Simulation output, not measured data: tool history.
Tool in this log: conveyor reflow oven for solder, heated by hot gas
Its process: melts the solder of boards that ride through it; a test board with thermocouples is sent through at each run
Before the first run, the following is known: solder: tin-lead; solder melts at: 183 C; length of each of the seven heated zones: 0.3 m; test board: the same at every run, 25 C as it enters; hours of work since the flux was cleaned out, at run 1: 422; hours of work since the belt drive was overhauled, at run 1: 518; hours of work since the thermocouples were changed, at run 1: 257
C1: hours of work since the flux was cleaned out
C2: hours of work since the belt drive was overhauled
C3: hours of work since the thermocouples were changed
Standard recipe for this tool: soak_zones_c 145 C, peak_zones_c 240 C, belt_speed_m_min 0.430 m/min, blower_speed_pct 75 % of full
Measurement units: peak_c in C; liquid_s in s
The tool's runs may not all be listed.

run 1 day=0.000 | soak_zones_c=145 peak_zones_c=240 belt_speed_m_min=0.430 blower_speed_pct=75 | C1=422 C2=518 C3=257 | peak_c=224.2 liquid_s=71.7
run 2 day=0.362 | soak_zones_c=145 peak_zones_c=240 belt_speed_m_min=0.430 blower_speed_pct=75 | C1=428 C2=524 C3=263 | peak_c=224.3 liquid_s=71.5
-- day=0.600 flux residue cleaned out of gas plates and filters
run 3 day=0.929 | soak_zones_c=145 peak_zones_c=240 belt_speed_m_min=0.430 blower_speed_pct=75 | C1=6 C2=531 C3=269 | peak_c=226.5 liquid_s=73.2
run 4 day=1.288 | soak_zones_c=145 peak_zones_c=240 belt_speed_m_min=0.430 blower_speed_pct=75 | C1=12 C2=537 C3=275 | peak_c=226.5 liquid_s=73.2
run 5 day=1.608 | soak_zones_c=145 peak_zones_c=240 belt_speed_m_min=0.430 blower_speed_pct=75 | C1=17 C2=542 C3=281 | peak_c=226.6 liquid_s=73.2
run 6 day=1.808 | soak_zones_c=145 peak_zones_c=240 belt_speed_m_min=0.430 blower_speed_pct=75 | C1=20 C2=545 C3=284 | peak_c=226.7 liquid_s=73.3
run 7 day=2.008 | soak_zones_c=145 peak_zones_c=240 belt_speed_m_min=0.430 blower_speed_pct=75 | C1=24 C2=549 C3=288 | peak_c=226.5 liquid_s=73.3
run 8 day=2.333 | soak_zones_c=145 peak_zones_c=240 belt_speed_m_min=0.430 blower_speed_pct=75 | C1=29 C2=554 C3=293 | peak_c=226.4 liquid_s=73.0
run 9 day=2.504 | soak_zones_c=145 peak_zones_c=240 belt_speed_m_min=0.430 blower_speed_pct=66 | C1=32 C2=557 C3=296 | peak_c=224.0 liquid_s=71.3
run 10 day=2.900 | soak_zones_c=145 peak_zones_c=240 belt_speed_m_min=0.430 blower_speed_pct=66 | C1=39 C2=564 C3=303 | peak_c=223.7 liquid_s=71.3
run 11 day=3.208 | soak_zones_c=145 peak_zones_c=240 belt_speed_m_min=0.430 blower_speed_pct=66 | C1=44 C2=569 C3=308 | peak_c=223.8 liquid_s=71.2
run 12 day=3.579 | soak_zones_c=145 peak_zones_c=240 belt_speed_m_min=0.430 blower_speed_pct=66 | C1=51 C2=576 C3=314 | peak_c=223.8 liquid_s=71.3
run 13 day=3.871 | soak_zones_c=145 peak_zones_c=240 belt_speed_m_min=0.430 blower_speed_pct=66 | C1=56 C2=581 C3=319 | peak_c=223.9 liquid_s=71.3
run 14 day=4.146 | soak_zones_c=145 peak_zones_c=240 belt_speed_m_min=0.430 blower_speed_pct=66 | C1=60 C2=585 C3=324 | peak_c=223.6 liquid_s=71.2
run 15 day=4.454 | soak_zones_c=150 peak_zones_c=240 belt_speed_m_min=0.430 blower_speed_pct=75 | C1=65 C2=590 C3=329 | peak_c=227.0 liquid_s=75.8
run 16 day=4.842 | soak_zones_c=150 peak_zones_c=240 belt_speed_m_min=0.430 blower_speed_pct=75 | C1=72 C2=597 C3=336 | peak_c=226.6 liquid_s=75.7
run 17 day=5.062 | soak_zones_c=155 peak_zones_c=248 belt_speed_m_min=0.430 blower_speed_pct=75 | C1=76 C2=601 C3=340 | peak_c=234.6 liquid_s=82.1
run 18 day=5.308 | soak_zones_c=130 peak_zones_c=248 belt_speed_m_min=0.381 blower_speed_pct=75 | C1=80 C2=605 C3=344 | peak_c=234.9 liquid_s=82.7
run 19 day=5.704 | soak_zones_c=142 peak_zones_c=243 belt_speed_m_min=0.381 blower_speed_pct=75 | C1=87 C2=612 C3=350 | peak_c=231.9 liquid_s=85.3
run 20 day=5.888 | soak_zones_c=142 peak_zones_c=243 belt_speed_m_min=0.381 blower_speed_pct=75 | C1=90 C2=615 C3=354 | peak_c=232.0 liquid_s=85.0
run 21 day=6.150 | soak_zones_c=135 peak_zones_c=233 belt_speed_m_min=0.430 blower_speed_pct=62 | C1=94 C2=619 C3=358 | peak_c=214.5 liquid_s=59.3
run 22 day=6.450 | soak_zones_c=135 peak_zones_c=233 belt_speed_m_min=0.430 blower_speed_pct=62 | C1=99 C2=624 C3=363 | peak_c=214.4 liquid_s=59.4
run 23 day=6.712 | soak_zones_c=135 peak_zones_c=233 belt_speed_m_min=0.430 blower_speed_pct=62 | C1=104 C2=629 C3=368 | peak_c=214.3 liquid_s=59.2
run 24 day=7.083 | soak_zones_c=150 peak_zones_c=254 belt_speed_m_min=0.502 blower_speed_pct=57 | C1=110 C2=635 C3=374 | peak_c=227.2 liquid_s=64.4
run 25 day=7.483 | soak_zones_c=150 peak_zones_c=239 belt_speed_m_min=0.502 blower_speed_pct=57 | C1=117 C2=642 C3=381 | peak_c=215.3 liquid_s=55.5
run 26 day=7.858 | soak_zones_c=154 peak_zones_c=244 belt_speed_m_min=0.410 blower_speed_pct=75 | C1=123 C2=648 C3=387 | peak_c=231.6 liquid_s=84.1
run 27 day=8.250 | soak_zones_c=154 peak_zones_c=244 belt_speed_m_min=0.410 blower_speed_pct=75 | C1=130 C2=655 C3=394 | peak_c=231.9 liquid_s=84.4
run 28 day=8.421 | soak_zones_c=144 peak_zones_c=247 belt_speed_m_min=0.503 blower_speed_pct=57 | C1=133 C2=658 C3=397 | peak_c=220.1 liquid_s=56.9
run 29 day=8.738 | soak_zones_c=144 peak_zones_c=247 belt_speed_m_min=0.503 blower_speed_pct=57 | C1=138 C2=663 C3=402 | peak_c=219.6 liquid_s=56.8
run 30 day=9.079 | soak_zones_c=145 peak_zones_c=235 belt_speed_m_min=0.430 blower_speed_pct=57 | C1=144 C2=669 C3=408 | peak_c=216.0 liquid_s=64.7

Some steps in peak_c, run to run, broken into two amounts with sign: the step expected even without the hidden condition (settings, incoming material, random variation), and the rest, left for the hidden condition together with whatever gauge scatter is not in both the measured and the hidden-condition-free result:
Hidden state at play: heat that the gas passes to the board, % of a clean oven's; belt's true speed, % of the reading; true gas temperature in zones 6 and 7 over the reading, C; drift of the gauge itself on peak_c, C; drift of the gauge itself on liquid_s, %.
Run 1 -> 2: nothing adjusted, nothing logged. peak_c +0.1 C: hidden state -0.1, all else +0.2.
Run 2 -> 3: flux residue cleaned out of gas plates and filters. peak_c +2.2 C: hidden state +2.4, all else -0.2.
Run 20 -> 21: soak_zones_c 142 -> 135, peak_zones_c 243 -> 233, belt_speed_m_min 0.381 -> 0.430, blower_speed_pct 75 -> 62. peak_c -17.5 C: hidden state +0.1, all else -17.6.
Run 23 -> 24: soak_zones_c 135 -> 150, peak_zones_c 233 -> 254, belt_speed_m_min 0.430 -> 0.502, blower_speed_pct 62 -> 57. peak_c +12.9 C: hidden state +0.0, all else +12.9.
Run 25 -> 26: soak_zones_c 150 -> 154, peak_zones_c 239 -> 244, belt_speed_m_min 0.502 -> 0.410, blower_speed_pct 57 -> 75. peak_c +16.3 C: hidden state -0.2, all else +16.5.
